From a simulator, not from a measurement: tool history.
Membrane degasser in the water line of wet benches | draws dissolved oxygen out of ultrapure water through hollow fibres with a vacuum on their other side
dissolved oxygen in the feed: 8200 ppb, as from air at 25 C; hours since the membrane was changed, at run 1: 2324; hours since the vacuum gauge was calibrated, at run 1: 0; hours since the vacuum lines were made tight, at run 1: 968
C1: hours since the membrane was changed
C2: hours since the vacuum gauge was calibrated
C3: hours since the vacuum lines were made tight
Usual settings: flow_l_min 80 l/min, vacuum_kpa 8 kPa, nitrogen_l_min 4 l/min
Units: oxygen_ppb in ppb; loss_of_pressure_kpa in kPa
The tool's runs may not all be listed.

Run 1, day 0: usual settings; C1 2324; C2 0; C3 968. Result: oxygen_ppb 222.1 ppb, loss_of_pressure_kpa 39.97 kPa.
Run 2, day 3.383: usual settings; C1 2405; C2 81; C3 1049. Result: oxygen_ppb 222.7 ppb, loss_of_pressure_kpa 39.86 kPa.
Run 3, day 6.425: usual settings but flow_l_min 66 l/min; C1 2478; C2 154; C3 1122. Result: oxygen_ppb 185.1 ppb, loss_of_pressure_kpa 33.05 kPa.
Run 4, day 10.3: usual settings but flow_l_min 66 l/min; C1 2571; C2 247; C3 1215. Result: oxygen_ppb 184.6 ppb, loss_of_pressure_kpa 33.29 kPa.
Run 5, day 14.779: usual settings but flow_l_min 66 l/min; C1 2678; C2 355; C3 1323. Result: oxygen_ppb 185.5 ppb, loss_of_pressure_kpa 33.21 kPa.
Run 6, day 17.738: usual settings but flow_l_min 66 l/min; C1 2749; C2 426; C3 1394. Result: oxygen_ppb 184.9 ppb, loss_of_pressure_kpa 33.1 kPa.
Run 7, day 21.583: usual settings but flow_l_min 66 l/min, vacuum_kpa 13.44 kPa; C1 2842; C2 518; C3 1486. Result: oxygen_ppb 376.8 ppb, loss_of_pressure_kpa 33.19 kPa.
Run 8, day 27.325: usual settings but vacuum_kpa 8.94 kPa; C1 2980; C2 656; C3 1624. Result: oxygen_ppb 261.8 ppb, loss_of_pressure_kpa 40.56 kPa.
Run 9, day 31.1: usual settings but vacuum_kpa 6.76 kPa; C1 3070; C2 746; C3 1714. Result: oxygen_ppb 170.7 ppb, loss_of_pressure_kpa 40.45 kPa.
Run 10, day 35.917: usual settings; C1 3186; C2 862; C3 1830. Result: oxygen_ppb 224.4 ppb, loss_of_pressure_kpa 40.03 kPa.
Run 11, day 39.004: usual settings; C1 3260; C2 936; C3 1904. Result: oxygen_ppb 223.3 ppb, loss_of_pressure_kpa 40.61 kPa.
Run 12, day 44.512: usual settings; C1 3392; C2 1068; C3 2036. Result: oxygen_ppb 224.4 ppb, loss_of_pressure_kpa 40.58 kPa.
Run 13, day 48.183: usual settings; C1 3480; C2 1156; C3 2124. Result: oxygen_ppb 223.6 ppb, loss_of_pressure_kpa 40.39 kPa.
At day 48.562: vacuum gauge calibrated.
Run 14, day 52.679: usual settings; C1 3587; C2 99; C3 2232. Result: oxygen_ppb 226.3 ppb, loss_of_pressure_kpa 40.31 kPa.
Run 15, day 56.825: usual settings but vacuum_kpa 11.41 kPa; C1 3687; C2 198; C3 2331. Result: oxygen_ppb 371.1 ppb, loss_of_pressure_kpa 40.44 kPa.
Run 16, day 61.942: usual settings but vacuum_kpa 11.41 kPa; C1 3810; C2 321; C3 2454. Result: oxygen_ppb 368.9 ppb, loss_of_pressure_kpa 40.52 kPa.
Run 17, day 66.754: usual settings but flow_l_min 50 l/min, vacuum_kpa 10.3 kPa, nitrogen_l_min 2.78 l/min; C1 3925; C2 437; C3 2569. Result: oxygen_ppb 286.7 ppb, loss_of_pressure_kpa 25.5 kPa.
Run 18, day 70.396: usual settings but flow_l_min 96 l/min, vacuum_kpa 4.94 kPa, nitrogen_l_min 3.26 l/min; C1 4013; C2 524; C3 2657. Result: oxygen_ppb 134.2 ppb, loss_of_pressure_kpa 48.71 kPa.
Run 19, day 73.758: usual settings but flow_l_min 96 l/min, vacuum_kpa 4.94 kPa, nitrogen_l_min 3.26 l/min; C1 4093; C2 605; C3 2738. Result: oxygen_ppb 135.1 ppb, loss_of_pressure_kpa 48.64 kPa.
At day 74.075: vacuum gauge calibrated, once more.
Run 20, day 77.312: usual settings but flow_l_min 96 l/min, vacuum_kpa 5.25 kPa, nitrogen_l_min 8.66 l/min; C1 4178; C2 78; C3 2822. Result: oxygen_ppb 73.3 ppb, loss_of_pressure_kpa 49.02 kPa.
Run 21, day 80.696: usual settings but flow_l_min 86 l/min; C1 4259; C2 159; C3 2904. Result: oxygen_ppb 237.7 ppb, loss_of_pressure_kpa 43.84 kPa.
Run 22, day 85.162: usual settings but flow_l_min 112 l/min, vacuum_kpa 10.28 kPa, nitrogen_l_min 5.18 l/min; C1 4367; C2 266; C3 3011. Result: oxygen_ppb 357.4 ppb, loss_of_pressure_kpa 57.25 kPa.
Run 23, day 91.179: usual settings but vacuum_kpa 7.33 kPa; C1 4511; C2 411; C3 3155. Result: oxygen_ppb 193.8 ppb, loss_of_pressure_kpa 40.67 kPa.
Run 24, day 94.475: usual settings but vacuum_kpa 7.33 kPa; C1 4590; C2 490; C3 3234. Result: oxygen_ppb 195.1 ppb, loss_of_pressure_kpa 41.05 kPa.
Run 25, day 100.383: usual settings but vacuum_kpa 7.33 kPa, nitrogen_l_min 2.78 l/min; C1 4732; C2 631; C3 3376. Result: oxygen_ppb 258.6 ppb, loss_of_pressure_kpa 40.59 kPa.

Forecast run 26:
Run 26, day 103.238: usual settings but vacuum_kpa 7.33 kPa, nitrogen_l_min 2.78 l/min; C1 4800; C2 700; C3 3445. Result: oxygen_ppb ?, loss_of_pressure_kpa ?.

Run 26 gave oxygen_ppb 259.6 ppb, loss_of_pressure_kpa 41.09 kPa.
Without the tool's hidden state the same run would have given oxygen_ppb 255.3 ppb, loss_of_pressure_kpa 39.66 kPa.
